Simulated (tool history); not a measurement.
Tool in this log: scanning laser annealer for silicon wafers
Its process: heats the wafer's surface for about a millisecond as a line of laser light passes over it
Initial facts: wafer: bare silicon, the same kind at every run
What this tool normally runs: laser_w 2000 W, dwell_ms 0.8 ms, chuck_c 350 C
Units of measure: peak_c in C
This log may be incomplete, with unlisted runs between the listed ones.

run	hour	laser_w	dwell_ms	chuck_c	peak_c
1	0	2000	0.8	350	1170
2	19.5	2000	0.8	350	1170
3	41.9	2108	0.8	350	1217
4	66.2	2108	0.8	350	1221
5	95.4	2000	0.703	350	1127
6	115.1	2000	0.703	350	1122
7	132.2	2000	0.703	350	1125
8	148.7	2000	0.8	350	1170
9	175.2	2000	0.8	350	1169
10	197.6	2000	0.8	350	1171
11	216.7	2000	0.8	350	1170
12	241.2	2000	0.8	320	1144
13	261.3	2000	0.8	320	1144
14	281.4	2000	0.8	320	1140
15	294.3	2000	0.8	320	1141
16	318	2000	0.8	320	1143
17	340.4	1951	0.8	350	1154
18	360.2	1951	0.8	350	1147
19	377.8	2000	0.8	350	1172
# hour 394.8: optics aligned, line set to its width
20	406.8	2000	0.8	379	1201
21	419.4	2000	0.8	379	1201
22	434.9	2194	0.772	379	1275
23	455.2	2000	0.8	325	1146
24	469.9	2044	0.8	332	1172
25	490.1	1736	0.755	332	1018
26	503.3	1736	0.755	332	1023
# hour 512.3: window over the wafer cleaned
27	519.4	2000	0.845	350	1194
28	532.9	2069	0.788	324	1171
29	560.8	2069	0.788	324	1172
30	584.1	1988	0.788	324	1135
31	601.5	2000	0.958	350	1243
32	623.1	2000	0.958	350	1242
33	646.7	2062	0.639	358	1125
34	676.7	2062	0.798	356	1201
35	694.6	2038	0.621	354	1104
36	715.8	2038	0.621	354	1103
37	739	2038	0.621	354	1104
38	768.2	2038	0.953	372	1280
39	786.2	1805	0.592	355	1000
40	805.9	2199	0.66	350	1186

What if the next run were any one of these 5? Each begins from the tool's condition after run 40:
A	819.3	2199	0.752	362	?
B	819.3	1917	0.91	350	?
C	819.3	2199	0.729	350	?
D	819.3	2199	0.639	350	?
E	819.3	2191	0.619	363	?

run	peak_c
A	1243
B	1183
C	1220
D	1167
E	1169
Stripped of hidden state, with their random variation kept, the same runs would have yielded:
run	peak_c
A	1244
B	1184
C	1221
D	1167
E	1169

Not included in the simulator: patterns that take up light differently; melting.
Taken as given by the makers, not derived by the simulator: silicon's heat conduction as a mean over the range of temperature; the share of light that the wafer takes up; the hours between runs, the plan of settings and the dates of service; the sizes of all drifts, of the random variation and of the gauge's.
